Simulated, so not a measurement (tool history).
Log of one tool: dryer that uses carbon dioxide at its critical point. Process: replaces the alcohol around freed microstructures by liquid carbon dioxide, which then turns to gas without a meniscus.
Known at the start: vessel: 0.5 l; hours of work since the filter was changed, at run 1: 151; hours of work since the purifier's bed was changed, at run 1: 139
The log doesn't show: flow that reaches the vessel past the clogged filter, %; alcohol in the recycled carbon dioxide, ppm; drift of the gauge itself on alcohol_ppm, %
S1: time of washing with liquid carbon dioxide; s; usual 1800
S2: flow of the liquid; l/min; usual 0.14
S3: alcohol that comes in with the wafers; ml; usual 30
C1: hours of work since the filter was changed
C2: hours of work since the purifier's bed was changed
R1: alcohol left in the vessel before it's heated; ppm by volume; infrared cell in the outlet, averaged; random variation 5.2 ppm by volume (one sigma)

| run | hour | S1 | S2 | S3 | C1 | C2 | R1 |
|---|---|---|---|---|---|---|---|
| 1 | 0 | 1800 | 0.14 | 30 | 151 | 139 | 165 |
| 2 | 6.1 | 1800 | 0.14 | 30 | 154 | 142 | 177 |
| 3 | 13.1 | 2220 | 0.14 | 30 | 158 | 146 | 70 |
| 4 | 17.1 | 1800 | 0.14 | 60 | 160 | 148 | 291 |
| 5 | 23.2 | 1800 | 0.14 | 30 | 163 | 151 | 164 |
| 6 | 30.5 | 1800 | 0.14 | 25 | 166 | 154 | 150 |
| 7 | 38.4 | 1800 | 0.14 | 25 | 170 | 158 | 149 |
| 8 | 47.7 | 1800 | 0.14 | 25 | 174 | 163 | 154 |
| 9 | 52.2 | 1800 | 0.137 | 30 | 177 | 165 | 192 |
| 10 | 56.8 | 1800 | 0.14 | 30 | 179 | 167 | 181 |
| 11 | 60.7 | 1800 | 0.14 | 30 | 181 | 169 | 173 |
| 12 | 68.9 | 1800 | 0.14 | 30 | 185 | 173 | 175 |
| 13 | 73.7 | 1800 | 0.14 | 30 | 187 | 175 | 184 |
| 14 | 78.9 | 1800 | 0.14 | 30 | 190 | 178 | 188 |
| 15 | 83.5 | 1680 | 0.14 | 30 | 192 | 180 | 246 |
| 16 | 89 | 1680 | 0.104 | 30 | 195 | 183 | 988 |
| 17 | 93 | 1800 | 0.086 | 30 | 197 | 185 | 1618 |
| 18 | 101.1 | 1800 | 0.086 | 30 | 201 | 189 | 1603 |
| 19 | 108.8 | 1620 | 0.14 | 30 | 204 | 192 | 297 |
| 20 | 114.3 | 1620 | 0.14 | 30 | 207 | 195 | 291 |
| 21 | 120.2 | 1620 | 0.14 | 30 | 210 | 198 | 301 |
| 22 | 129.2 | 1800 | 0.084 | 80 | 214 | 202 | 4616 |
| 23 | 135.9 | 1800 | 0.172 | 22 | 217 | 206 | 71 |
| 24 | 140.9 | 2100 | 0.21 | 41 | 220 | 208 | 47 |
| 25 | 149.3 | 2100 | 0.151 | 23 | 224 | 212 | 81 |
| 26 | 156.2 | 1620 | 0.14 | 83 | 227 | 215 | 763 |
| 27 | 160.8 | 1500 | 0.094 | 90 | 230 | 218 | 6550 |
| 28 | 167.2 | 1500 | 0.094 | 90 | 233 | 221 | 6558 |
| 29 | 175.5 | 2760 | 0.14 | 42 | 237 | 225 | 58 |
| 30 | 182.1 | 2760 | 0.14 | 42 | 240 | 228 | 55 |
| 31 | 186.2 | 2760 | 0.14 | 42 | 242 | 230 | 68 |
| 32 | 190.1 | 2760 | 0.14 | 42 | 244 | 232 | 66 |
| 33 | 194.3 | 2760 | 0.14 | 42 | 246 | 234 | 57 |

4 ways to go on from here, each from the tool as it stands after run 33. What would each give?
| A | 200.6 | 1620 | 0.107 | 57 | 249 | 237 | ? |
| B | 200.6 | 2760 | 0.162 | 42 | 249 | 237 | ? |
| C | 200.6 | 2760 | 0.169 | 32 | 249 | 237 | ? |
| D | 200.6 | 2280 | 0.109 | 30 | 249 | 237 | ? |

| run | R1 |
|---|---|
| A | 1959 |
| B | 59 |
| C | 66 |
| D | 223 |
Without the tool's hidden state the same runs would have given:
| run | R1 |
|---|---|
| A | 1495 |
| B | 7 |
| C | 14 |
| D | 123 |
